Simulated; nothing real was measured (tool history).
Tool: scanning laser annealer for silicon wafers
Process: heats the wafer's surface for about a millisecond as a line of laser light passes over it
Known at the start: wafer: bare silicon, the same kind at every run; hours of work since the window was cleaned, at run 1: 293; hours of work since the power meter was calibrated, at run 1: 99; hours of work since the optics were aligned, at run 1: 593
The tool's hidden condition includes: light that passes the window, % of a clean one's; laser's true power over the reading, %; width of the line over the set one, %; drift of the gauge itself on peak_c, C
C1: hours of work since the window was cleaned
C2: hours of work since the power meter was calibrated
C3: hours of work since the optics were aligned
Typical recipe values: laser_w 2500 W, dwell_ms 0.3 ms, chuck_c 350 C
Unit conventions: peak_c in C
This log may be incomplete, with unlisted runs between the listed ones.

Run 1, hour 0: usual settings; C1 293; C2 99; C3 593. Result: peak_c 1161 C.
Run 2, hour 11.8: usual settings; C1 301; C2 107; C3 601. Result: peak_c 1158 C.
Run 3, hour 24.6: usual settings; C1 310; C2 116; C3 610. Result: peak_c 1155 C.
Run 4, hour 30.3: usual settings; C1 314; C2 120; C3 614. Result: peak_c 1160 C.
Run 5, hour 38.8: usual settings; C1 320; C2 126; C3 620. Result: peak_c 1160 C.
Run 6, hour 51.8: usual settings; C1 329; C2 135; C3 629. Result: peak_c 1157 C.
Run 7, hour 60.4: usual settings but chuck_c 356 C; C1 335; C2 141; C3 635. Result: peak_c 1162 C.
Run 8, hour 70.1: usual settings but chuck_c 384 C; C1 342; C2 148; C3 642. Result: peak_c 1190 C.
Run 9, hour 81.9: usual settings but chuck_c 384 C; C1 350; C2 156; C3 650. Result: peak_c 1189 C.
Run 10, hour 89: usual settings but chuck_c 384 C; C1 355; C2 161; C3 655. Result: peak_c 1189 C.
Run 11, hour 100: usual settings but chuck_c 384 C; C1 363; C2 169; C3 663. Result: peak_c 1185 C.
Run 12, hour 106.4: usual settings but chuck_c 384 C; C1 367; C2 173; C3 667. Result: peak_c 1188 C.
Run 13, hour 119.2: usual settings but chuck_c 384 C; C1 376; C2 182; C3 676. Result: peak_c 1186 C.
Run 14, hour 124.9: usual settings but chuck_c 384 C; C1 380; C2 186; C3 680. Result: peak_c 1185 C.
Run 15, hour 132.1: usual settings but dwell_ms 0.356 ms; C1 385; C2 191; C3 685. Result: peak_c 1221 C.
Run 16, hour 140: usual settings; C1 391; C2 197; C3 691. Result: peak_c 1152 C.
Run 17, hour 150.8: usual settings but dwell_ms 0.238 ms; C1 398; C2 204; C3 699. Result: peak_c 1062 C.
Run 18, hour 159.5: usual settings but dwell_ms 0.25 ms, chuck_c 388 C; C1 404; C2 210; C3 705. Result: peak_c 1120 C.
Run 19, hour 172.4: usual settings but dwell_ms 0.223 ms, chuck_c 340 C; C1 413; C2 219; C3 714. Result: peak_c 1031 C.
Run 20, hour 180.7: usual settings but laser_w 2566 W; C1 419; C2 225; C3 719. Result: peak_c 1171 C.
At hour 183.5: window over the wafer cleaned.
Run 21, hour 189.8: usual settings but laser_w 2566 W; C1 4; C2 230; C3 724. Result: peak_c 1159 C.
Run 22, hour 200.3: usual settings but laser_w 2609 W, dwell_ms 0.245 ms, chuck_c 334 C; C1 12; C2 237; C3 732. Result: peak_c 1076 C.
Run 23, hour 213.5: usual settings but laser_w 2609 W, dwell_ms 0.245 ms, chuck_c 334 C; C1 21; C2 247; C3 741. Result: peak_c 1076 C.
Run 24, hour 225.4: usual settings but laser_w 2612 W, dwell_ms 0.245 ms, chuck_c 360 C; C1 29; C2 255; C3 749. Result: peak_c 1104 C.
Run 25, hour 231.1: usual settings but laser_w 2612 W, dwell_ms 0.245 ms, chuck_c 360 C; C1 33; C2 259; C3 753. Result: peak_c 1102 C.
Run 26, hour 239.3: usual settings but laser_w 2612 W, dwell_ms 0.245 ms, chuck_c 360 C; C1 39; C2 265; C3 759. Result: peak_c 1103 C.
At hour 244.9: window over the wafer cleaned, once more.
Run 27, hour 250.7: usual settings but laser_w 2612 W, dwell_ms 0.218 ms, chuck_c 360 C; C1 4; C2 271; C3 766. Result: peak_c 1091 C.
Run 28, hour 256.6: usual settings but laser_w 2612 W, dwell_ms 0.218 ms, chuck_c 360 C; C1 8; C2 275; C3 770. Result: peak_c 1093 C.
Run 29, hour 270.3: usual settings but laser_w 2405 W, dwell_ms 0.218 ms, chuck_c 348 C; C1 18; C2 285; C3 779. Result: peak_c 1026 C.
Run 30, hour 279.1: usual settings but laser_w 2590 W, dwell_ms 0.24 ms, chuck_c 338 C; C1 24; C2 291; C3 785. Result: peak_c 1101 C.
Run 31, hour 286.2: usual settings but laser_w 2128 W, dwell_ms 0.256 ms, chuck_c 385 C; C1 29; C2 296; C3 790. Result: peak_c 1041 C.

Each row is a separate what-if for the run after 31, all from the same tool condition, not one after another. Results?
Run A, hour 295.3: usual settings but laser_w 2128 W, dwell_ms 0.285 ms, chuck_c 385 C; C1 35; C2 302; C3 797. Result: peak_c ?.
Run B, hour 295.3: usual settings but laser_w 2569 W, chuck_c 337 C; C1 35; C2 302; C3 797. Result: peak_c ?.
Run C, hour 295.3: usual settings but laser_w 2370 W, dwell_ms 0.319 ms; C1 35; C2 302; C3 797. Result: peak_c ?.

run  peak_c
  A    1076
  B    1182
  C    1158
Take away the tool's hidden state, keep each run's random variation, and the runs would have read:
run  peak_c
  A    1082
  B    1189
  C    1165
